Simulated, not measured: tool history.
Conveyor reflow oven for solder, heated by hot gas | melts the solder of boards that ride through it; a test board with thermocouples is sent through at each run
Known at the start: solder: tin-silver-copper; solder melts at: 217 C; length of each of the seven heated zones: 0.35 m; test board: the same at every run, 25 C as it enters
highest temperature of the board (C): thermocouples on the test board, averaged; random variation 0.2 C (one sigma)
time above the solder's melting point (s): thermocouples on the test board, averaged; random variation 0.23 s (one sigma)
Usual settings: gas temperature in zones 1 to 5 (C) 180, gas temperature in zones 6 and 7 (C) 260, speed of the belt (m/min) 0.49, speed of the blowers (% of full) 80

| run | hour | gas temperature in zones 1 to 5 (C) | gas temperature in zones 6 and 7 (C) | speed of the belt (m/min) | speed of the blowers (% of full) | highest temperature of the board (C) | time above the solder's melting point (s) |
|---|---|---|---|---|---|---|---|
| 1 | 0 | 180 | 260 | 0.49 | 80 | 249.3 | 67.3 |
| 2 | 45 | 180 | 260 | 0.562 | 80 | 245.6 | 54.5 |
| 3 | 122.7 | 180 | 260 | 0.562 | 80 | 245.4 | 54.2 |
| 4 | 161.7 | 180 | 260 | 0.562 | 80 | 245 | 54 |
| 5 | 230.2 | 180 | 260 | 0.575 | 80 | 244 | 51.4 |
| 6 | 266.3 | 180 | 260 | 0.575 | 80 | 243.6 | 51 |
| 7 | 341.2 | 183 | 273 | 0.478 | 83 | 261 | 79.2 |
| 8 | 413.7 | 183 | 273 | 0.478 | 83 | 259.1 | 75.6 |
| 9 | 455.6 | 192 | 251 | 0.488 | 66 | 238.2 | 58.3 |
| 10 | 531.3 | 192 | 251 | 0.488 | 66 | 237.8 | 57.3 |

Not shown: 2 entries that the log had between the listed runs. Between which runs, and how does the tool's hidden state differ before and after?
Between runs 2 and 3: belt drive overhauled, speed set with a stopwatch (hour 117.3)
  heat that the gas passes to the board, % of a clean oven's: 98.7 -> 96.7; belt's true speed, % of the reading: 97.41 -> 96.88; true gas temperature in zones 6 and 7 over the reading, C: -0.16 -> -0.22
  measured less the result without the state, highest temperature of the board (C): +0.3 -> +0; time above the solder's melting point (s): +1.9 -> +1.7
Between runs 7 and 8: belt drive overhauled, speed set with a stopwatch, once more (hour 387.7)
  heat that the gas passes to the board, % of a clean oven's: 91.1 -> 89.3; belt's true speed, % of the reading: 96.42 -> 100.04; true gas temperature in zones 6 and 7 over the reading, C: -0.38 -> -0.44
  measured less the result without the state, highest temperature of the board (C): -1.3 -> -2.7; time above the solder's melting point (s): +2 -> -2.1
